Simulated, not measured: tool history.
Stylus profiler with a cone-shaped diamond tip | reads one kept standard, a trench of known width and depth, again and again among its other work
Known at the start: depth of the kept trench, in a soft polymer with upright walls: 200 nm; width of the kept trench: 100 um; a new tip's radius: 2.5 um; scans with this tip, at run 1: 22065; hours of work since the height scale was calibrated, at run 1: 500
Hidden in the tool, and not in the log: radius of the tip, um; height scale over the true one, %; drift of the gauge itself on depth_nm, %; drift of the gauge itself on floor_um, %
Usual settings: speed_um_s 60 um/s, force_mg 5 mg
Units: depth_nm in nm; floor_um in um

run	day	speed_um_s	force_mg	scans with this tip	hours of work since the height scale was calibrated	depth_nm	floor_um
1	0	60	5	22065	500	203.75	96.68
2	1.546	60	4.9	22374	523	203.73	96.64
3	3.679	60	4.9	22801	554	203.72	96.6
4	4.988	60	4.9	23063	574	203.64	96.57
5	6.958	60	4.9	23458	603	203.76	96.59
6	9.683	60	5	24004	644	203.69	96.6
7	12.083	60	5	24484	679	203.66	96.58
8	14.654	60	5	24999	717	203.59	96.48
9	16.079	21	5	25285	738	203.5	96.55
10	17.312	47	5	25531	757	203.56	96.49
11	20.1	47	11.9	26089	798	207.03	96.51
12	21.904	47	11.9	26451	825	206.85	96.48
13	23.517	47	11.9	26774	849	206.86	96.48
14	25.154	18	11.9	27101	873	206.82	96.55
15	26.612	60	5	27393	894	203.42	96.43
16	28.162	60	5	27703	917	203.51	96.37
17	30.958	60	5	28263	959	203.41	96.37
# day 32.854: new tip fitted, height scale calibrated
18	33.858	60	5	201	15	204.19	97.94
19	36.125	60	5	654	48	204.21	97.87
20	37.396	60	5	909	67	204.3	97.84
21	38.788	60	5	1188	88	204.15	97.81
22	41.175	60	5	1666	123	204.18	97.81
23	43.775	60	5	2186	162	204.16	97.76
24	46.233	60	5	2678	198	204.08	97.73
25	47.533	60	5	2939	218	204.1	97.77
26	50.054	75	10.78	3443	255	206.93	97.71
27	52.95	75	10.78	4023	298	206.77	97.67
# day 53.133: height scale calibrated on a step standard
28	55.721	75	10.78	4574	38	206.81	97.58
29	57.438	75	10.78	4917	64	206.84	97.61
30	60.171	68	6.59	5465	104	204.72	97.57
31	62.075	68	6.59	5846	133	204.6	97.55
32	64.888	68	6.59	6409	174	204.63	97.51
33	66.267	68	6.59	6685	195	204.61	97.47
34	68.346	112	5	7101	225	203.63	97.27
# day 70.517: height scale calibrated on a step standard, once more
35	70.517	120	5.89	7532	0	204.8	97.25
36	73.088	84	2.42	8046	38	202.53	97.27
37	75.483	39	2.05	8527	74	202.33	97.33
38	77.775	108	1.68	8985	108	201.97	97.06
39	79.767	108	1.68	9384	137	201.91	97.06
40	82.242	138	5.57	9879	174	204.45	97.13
41	83.462	201	12.62	10124	192	207.79	97.17
42	86.088	201	6.4	10649	231	204.79	96.98
43	87.875	60	3.41	11008	257	203.13	97.19
44	90.208	153	6.2	11474	292	204.79	96.99
45	91.608	16	2.39	11754	313	202.34	97.27
46	94.125	93	5.97	12258	350	204.52	97.07

3 ways to go on from here, each from the tool as it stands after run 46. What would each give?
A	96.8	93	14.54	12794	390	?	?
B	96.8	25	5.97	12794	390	?	?
C	96.8	41	5	12794	390	?	?

run	depth_nm	floor_um
A	208.54	97.13
B	204.47	97.21
C	203.94	97.19
Without the tool's hidden state the same runs would have given:
run	depth_nm	floor_um
A	208.89	97.92
B	204.82	98
C	204.28	97.98
